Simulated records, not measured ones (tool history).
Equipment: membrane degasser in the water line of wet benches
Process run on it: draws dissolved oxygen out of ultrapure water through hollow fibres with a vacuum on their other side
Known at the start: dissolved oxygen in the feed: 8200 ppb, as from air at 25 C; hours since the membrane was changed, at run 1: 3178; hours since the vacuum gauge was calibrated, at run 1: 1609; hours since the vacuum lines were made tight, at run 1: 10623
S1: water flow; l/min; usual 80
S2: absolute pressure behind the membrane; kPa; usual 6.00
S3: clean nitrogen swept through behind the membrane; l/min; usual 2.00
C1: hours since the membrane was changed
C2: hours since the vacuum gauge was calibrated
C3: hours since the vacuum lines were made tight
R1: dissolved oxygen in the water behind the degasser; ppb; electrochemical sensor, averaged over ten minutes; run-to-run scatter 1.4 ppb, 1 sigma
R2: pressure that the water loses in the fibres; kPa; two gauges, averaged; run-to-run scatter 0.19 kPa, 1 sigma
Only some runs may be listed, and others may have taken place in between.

Run 1, hour 0.0: usual settings; C1 3178; C2 1609; C3 10623. Result: R1 242.8 ppb, R2 44.21 kPa.
Run 2, hour 106.6: usual settings but S1 100 l/min; C1 3285; C2 1715; C3 10730. Result: R1 306.6 ppb, R2 55.03 kPa.
Run 3, hour 231.8: usual settings but S1 100 l/min; C1 3410; C2 1840; C3 10855. Result: R1 301.8 ppb, R2 55.44 kPa.
Run 4, hour 349.1: usual settings but S1 100 l/min; C1 3527; C2 1958; C3 10973. Result: R1 308.0 ppb, R2 55.26 kPa.
Run 5, hour 447.5: usual settings but S1 100 l/min; C1 3626; C2 2056; C3 11071. Result: R1 301.5 ppb, R2 54.87 kPa.
Run 6, hour 520.9: usual settings but S1 100 l/min; C1 3699; C2 2129; C3 11144. Result: R1 303.2 ppb, R2 55.37 kPa.
Run 7, hour 628.8: usual settings but S1 76 l/min; C1 3807; C2 2237; C3 11252. Result: R1 229.9 ppb, R2 41.91 kPa.
Run 8, hour 718.1: usual settings but S1 76 l/min; C1 3896; C2 2327; C3 11342. Result: R1 227.6 ppb, R2 42.26 kPa.
Run 9, hour 784.8: usual settings; C1 3963; C2 2393; C3 11408. Result: R1 240.3 ppb, R2 44.10 kPa.
Run 10, hour 879.2: usual settings; C1 4057; C2 2488; C3 11503. Result: R1 237.2 ppb, R2 44.04 kPa.
At hour 952.4: seals of the vacuum lines changed.
Run 11, hour 978.5: usual settings; C1 4155; C2 2585; C3 26. Result: R1 239.2 ppb, R2 44.04 kPa.
Run 12, hour 1136.8: usual settings; C1 4313; C2 2743; C3 184. Result: R1 240.0 ppb, R2 44.20 kPa.
Run 13, hour 1260.8: usual settings but S2 10.04 kPa; C1 4437; C2 2867; C3 308. Result: R1 540.3 ppb, R2 44.31 kPa.
Run 14, hour 1393.4: usual settings but S2 10.04 kPa; C1 4570; C2 3000; C3 441. Result: R1 541.8 ppb, R2 44.41 kPa.
Run 15, hour 1550.9: usual settings but S2 10.04 kPa; C1 4727; C2 3158; C3 599. Result: R1 536.6 ppb, R2 44.12 kPa.
Run 16, hour 1680.9: usual settings but S3 1.56 l/min; C1 4857; C2 3287; C3 729. Result: R1 282.8 ppb, R2 44.30 kPa.
Run 17, hour 1769.5: usual settings but S3 1.56 l/min; C1 4946; C2 3376; C3 817. Result: R1 283.7 ppb, R2 44.25 kPa.
Run 18, hour 1886.8: usual settings but S3 1.56 l/min; C1 5063; C2 3493; C3 934. Result: R1 286.0 ppb, R2 44.03 kPa.
Run 19, hour 2019.4: usual settings but S2 8.08 kPa, S3 4.54 l/min; C1 5196; C2 3626; C3 1067. Result: R1 209.2 ppb, R2 44.23 kPa.
Run 20, hour 2131.7: usual settings but S1 99 l/min, S2 8.03 kPa, S3 1.55 l/min; C1 5308; C2 3738; C3 1179. Result: R1 563.6 ppb, R2 54.75 kPa.
Run 21, hour 2199.2: usual settings but S1 106 l/min, S2 4.12 kPa, S3 0.87 l/min; C1 5376; C2 3806; C3 1247. Result: R1 209.4 ppb, R2 58.69 kPa.
Run 22, hour 2351.1: usual settings but S1 56 l/min, S2 3.97 kPa, S3 0.97 l/min; C1 5527; C2 3958; C3 1399. Result: R1 86.5 ppb, R2 31.06 kPa.
Run 23, hour 2415.6: usual settings but S1 56 l/min, S2 3.97 kPa, S3 0.97 l/min; C1 5592; C2 4022; C3 1463. Result: R1 87.6 ppb, R2 30.84 kPa.
Run 24, hour 2527.7: usual settings but S1 56 l/min, S2 12.20 kPa, S3 2.04 l/min; C1 5704; C2 4134; C3 1575. Result: R1 508.0 ppb, R2 30.85 kPa.
Run 25, hour 2626.1: usual settings but S1 67 l/min, S2 5.17 kPa, S3 2.57 l/min; C1 5802; C2 4233; C3 1674. Result: R1 120.2 ppb, R2 37.16 kPa.
Run 26, hour 2772.0: usual settings but S1 67 l/min, S2 5.17 kPa, S3 2.57 l/min; C1 5948; C2 4379; C3 1820. Result: R1 120.1 ppb, R2 36.94 kPa.
Run 27, hour 2886.0: usual settings but S1 110 l/min, S2 4.02 kPa, S3 0.92 l/min; C1 6062; C2 4493; C3 1934. Result: R1 200.0 ppb, R2 60.17 kPa.
Run 28, hour 3009.7: usual settings but S1 120 l/min, S2 9.46 kPa, S3 1.07 l/min; C1 6186; C2 4616; C3 2057. Result: R1 1025.6 ppb, R2 66.32 kPa.
Run 29, hour 3124.7: usual settings but S1 59 l/min, S2 6.54 kPa, S3 1.07 l/min; C1 6301; C2 4731; C3 2172. Result: R1 338.9 ppb, R2 32.53 kPa.

Each row is a separate what-if for the run after 29, all from the same tool condition, not one after another. Results?
Run A, hour 3250.2: usual settings but S1 89 l/min, S2 11.09 kPa, S3 4.36 l/min; C1 6426; C2 4857; C3 2298. Result: R1 ?, R2 ?.
Run B, hour 3250.2: usual settings but S1 101 l/min, S2 5.85 kPa, S3 2.08 l/min; C1 6426; C2 4857; C3 2298. Result: R1 ?, R2 ?.
Run C, hour 3250.2: usual settings but S1 59 l/min, S2 6.54 kPa, S3 3.40 l/min; C1 6426; C2 4857; C3 2298. Result: R1 ?, R2 ?.
Run D, hour 3250.2: usual settings but S1 127 l/min, S2 6.54 kPa, S3 1.07 l/min; C1 6426; C2 4857; C3 2298. Result: R1 ?, R2 ?.
Run E, hour 3250.2: usual settings but S1 66 l/min, S2 11.69 kPa, S3 2.67 l/min; C1 6426; C2 4857; C3 2298. Result: R1 ?, R2 ?.

run     R1     R2
  A  373.9  49.10
  B  285.2  56.07
  C  134.1  32.62
  D  626.1  70.32
  E  443.9  36.50
The same runs, with their run-to-run variation unchanged, on a tool lacking any hidden condition would have given:
run     R1     R2
  A  373.8  49.09
  B  285.0  56.05
  C  134.0  32.61
  D  625.9  70.30
  E  443.8  36.49
